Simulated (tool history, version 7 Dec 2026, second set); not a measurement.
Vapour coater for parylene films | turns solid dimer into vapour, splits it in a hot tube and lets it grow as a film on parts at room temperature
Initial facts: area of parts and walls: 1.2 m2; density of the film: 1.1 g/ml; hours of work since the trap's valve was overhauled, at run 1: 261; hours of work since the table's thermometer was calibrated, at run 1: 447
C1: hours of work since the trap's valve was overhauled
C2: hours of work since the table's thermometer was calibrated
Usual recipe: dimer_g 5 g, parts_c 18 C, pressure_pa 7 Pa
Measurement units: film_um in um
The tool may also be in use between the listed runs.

run 1 hour=0 | dimer_g=5 parts_c=18 pressure_pa=7 | C1=261 C2=447 | film_um=1.83
run 2 hour=10.1 | dimer_g=5 parts_c=18 pressure_pa=7 | C1=269 C2=456 | film_um=1.83
run 3 hour=26.9 | dimer_g=5 parts_c=18 pressure_pa=7 | C1=283 C2=470 | film_um=1.85
run 4 hour=40.9 | dimer_g=3 parts_c=18 pressure_pa=7 | C1=295 C2=481 | film_um=1.11
run 5 hour=59.1 | dimer_g=3 parts_c=18 pressure_pa=7 | C1=310 C2=497 | film_um=1.12
run 6 hour=76.4 | dimer_g=3 parts_c=18 pressure_pa=7 | C1=325 C2=511 | film_um=1.08
run 7 hour=94.7 | dimer_g=2 parts_c=22 pressure_pa=11.49 | C1=340 C2=527 | film_um=0.59
run 8 hour=109.5 | dimer_g=3 parts_c=26 pressure_pa=9.12 | C1=352 C2=539 | film_um=0.8
run 9 hour=117.1 | dimer_g=8 parts_c=18 pressure_pa=7 | C1=359 C2=545 | film_um=2.91
run 10 hour=135.1 | dimer_g=3 parts_c=18 pressure_pa=7 | C1=374 C2=561 | film_um=1.09
run 11 hour=149.4 | dimer_g=3 parts_c=18 pressure_pa=7 | C1=386 C2=572 | film_um=1.08

3 options for the next run, each taken on its own from the tool as it stands now. Forecast them:
run A hour=163.5 | dimer_g=3 parts_c=18 pressure_pa=8.36 | C1=398 C2=584 | film_um=?
run B hour=163.5 | dimer_g=3 parts_c=14 pressure_pa=7 | C1=398 C2=584 | film_um=?
run C hour=163.5 | dimer_g=3 parts_c=18 pressure_pa=11.35 | C1=398 C2=584 | film_um=?

run=A film_um=1.01
run=B film_um=1.24
run=C film_um=0.94
Take away the tool's hidden state, keep each run's random variation, and the runs would have read:
run=A film_um=1.14
run=B film_um=1.4
run=C film_um=1.06
